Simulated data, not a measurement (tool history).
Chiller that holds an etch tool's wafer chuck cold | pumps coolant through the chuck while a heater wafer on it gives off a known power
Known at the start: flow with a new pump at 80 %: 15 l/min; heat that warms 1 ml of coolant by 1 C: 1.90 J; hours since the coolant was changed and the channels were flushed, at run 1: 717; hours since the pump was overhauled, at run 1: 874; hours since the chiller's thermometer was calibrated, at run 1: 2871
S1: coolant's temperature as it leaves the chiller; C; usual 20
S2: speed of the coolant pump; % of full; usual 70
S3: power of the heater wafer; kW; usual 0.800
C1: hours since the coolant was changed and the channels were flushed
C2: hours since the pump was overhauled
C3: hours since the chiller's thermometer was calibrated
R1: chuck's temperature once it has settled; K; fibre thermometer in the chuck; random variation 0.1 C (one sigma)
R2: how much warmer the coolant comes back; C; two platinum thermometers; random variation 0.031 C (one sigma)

Run 1, hour 0.0: usual settings; C1 717; C2 874; C3 2871. Result: R1 298.85 K, R2 1.99 C.
Run 2, hour 44.7: usual settings; C1 761; C2 919; C3 2915. Result: R1 298.95 K, R2 1.96 C.
Run 3, hour 88.9: usual settings; C1 806; C2 963; C3 2959. Result: R1 298.95 K, R2 2.00 C.
Run 4, hour 128.5: usual settings; C1 845; C2 1003; C3 2999. Result: R1 298.95 K, R2 1.96 C.
Run 5, hour 162.7: usual settings but S3 0.715 kW; C1 879; C2 1037; C3 3033. Result: R1 298.45 K, R2 1.77 C.
Run 6, hour 182.2: usual settings but S3 0.715 kW; C1 899; C2 1056; C3 3053. Result: R1 298.35 K, R2 1.75 C.
Run 7, hour 220.5: usual settings but S3 0.715 kW; C1 937; C2 1095; C3 3091. Result: R1 298.25 K, R2 1.79 C.
Run 8, hour 256.3: usual settings but S3 0.715 kW; C1 973; C2 1130; C3 3127. Result: R1 298.25 K, R2 1.73 C.
Run 9, hour 295.6: usual settings but S3 0.715 kW; C1 1012; C2 1170; C3 3166. Result: R1 298.25 K, R2 1.75 C.
Run 10, hour 327.6: usual settings but S3 0.715 kW; C1 1044; C2 1202; C3 3198. Result: R1 298.25 K, R2 1.71 C.
Run 11, hour 354.2: usual settings but S3 0.715 kW; C1 1071; C2 1228; C3 3225. Result: R1 298.15 K, R2 1.75 C.
Run 12, hour 385.1: usual settings but S3 0.715 kW; C1 1102; C2 1259; C3 3256. Result: R1 298.35 K, R2 1.75 C.
At hour 390.2: chiller's thermometer calibrated.
Run 13, hour 406.1: usual settings but S3 0.715 kW; C1 1122; C2 1279; C3 16. Result: R1 297.85 K, R2 1.77 C.
Run 14, hour 446.6: usual settings but S3 0.715 kW; C1 1162; C2 1320; C3 56. Result: R1 298.15 K, R2 1.82 C.
At hour 468.1: chiller's thermometer calibrated, once more.
Run 15, hour 487.7: usual settings but S2 63 % of full; C1 1202; C2 1360; C3 20. Result: R1 299.85 K, R2 2.20 C.
Run 16, hour 512.4: usual settings but S2 63 % of full; C1 1227; C2 1385; C3 44. Result: R1 299.75 K, R2 2.21 C.
Run 17, hour 547.8: usual settings but S1 25 C, S2 65 % of full, S3 0.470 kW; C1 1262; C2 1420; C3 80. Result: R1 301.95 K, R2 1.26 C.
Run 18, hour 583.3: usual settings but S1 25 C, S2 79 % of full, S3 0.594 kW; C1 1298; C2 1456; C3 115. Result: R1 302.35 K, R2 1.27 C.
Run 19, hour 604.2: usual settings but S1 25 C, S2 79 % of full, S3 0.594 kW; C1 1319; C2 1476; C3 136. Result: R1 302.25 K, R2 1.28 C.
Run 20, hour 638.3: usual settings but S1 21 C, S3 0.445 kW; C1 1353; C2 1510; C3 170. Result: R1 297.65 K, R2 1.13 C.
Run 21, hour 681.1: usual settings but S1 23 C, S2 71 % of full, S3 0.492 kW; C1 1396; C2 1553; C3 213. Result: R1 299.85 K, R2 1.22 C.
Run 22, hour 717.6: usual settings but S3 1.106 kW; C1 1432; C2 1590; C3 249. Result: R1 301.85 K, R2 2.76 C.
Run 23, hour 736.4: usual settings but S3 1.106 kW; C1 1451; C2 1609; C3 268. Result: R1 301.65 K, R2 2.78 C.
Run 24, hour 760.2: usual settings but S1 22 C, S3 0.741 kW; C1 1475; C2 1632; C3 292. Result: R1 300.85 K, R2 1.81 C.
Run 25, hour 797.1: usual settings; C1 1512; C2 1669; C3 329. Result: R1 299.15 K, R2 1.98 C.
Run 26, hour 825.5: usual settings but S1 25 C, S2 62 % of full, S3 0.461 kW; C1 1540; C2 1698; C3 357. Result: R1 302.25 K, R2 1.30 C.
Run 27, hour 866.2: usual settings but S1 23 C, S2 72 % of full, S3 0.461 kW; C1 1581; C2 1738; C3 398. Result: R1 299.55 K, R2 1.13 C.
Run 28, hour 885.8: usual settings but S1 23 C, S2 72 % of full, S3 0.461 kW; C1 1600; C2 1758; C3 418. Result: R1 299.65 K, R2 1.10 C.
Run 29, hour 931.7: usual settings but S1 23 C, S2 61 % of full, S3 0.855 kW; C1 1646; C2 1804; C3 464. Result: R1 303.55 K, R2 2.38 C.
Run 30, hour 960.4: usual settings but S2 71 % of full, S3 0.980 kW; C1 1675; C2 1833; C3 492. Result: R1 300.65 K, R2 2.42 C.
Run 31, hour 989.5: usual settings but S1 11 C, S2 67 % of full; C1 1704; C2 1862; C3 521. Result: R1 290.45 K, R2 2.10 C.
Run 32, hour 1015.7: usual settings but S2 86 % of full, S3 0.565 kW; C1 1730; C2 1888; C3 548. Result: R1 296.85 K, R2 1.12 C.

Hidden state at the last listed run before each entry between runs and at the first one after, where it differs:
Between runs 12 and 13: chiller's thermometer calibrated (hour 390.2)
  coolant's true temperature over the reading, C: -0.35 -> -0.6
  measured less the result without the state, R1: -0.20 -> -0.40 K; R2: +0.04 -> +0.05 C
Between runs 14 and 15: chiller's thermometer calibrated, once more (hour 468.1)
  flow at a given pump speed, % of a new pump's: 97.5 -> 97.4; coolant's true temperature over the reading, C: -0.6 -> -0.01
  measured less the result without the state, R1: -0.40 -> +0.20 K; R2: +0.05 -> +0.06 C

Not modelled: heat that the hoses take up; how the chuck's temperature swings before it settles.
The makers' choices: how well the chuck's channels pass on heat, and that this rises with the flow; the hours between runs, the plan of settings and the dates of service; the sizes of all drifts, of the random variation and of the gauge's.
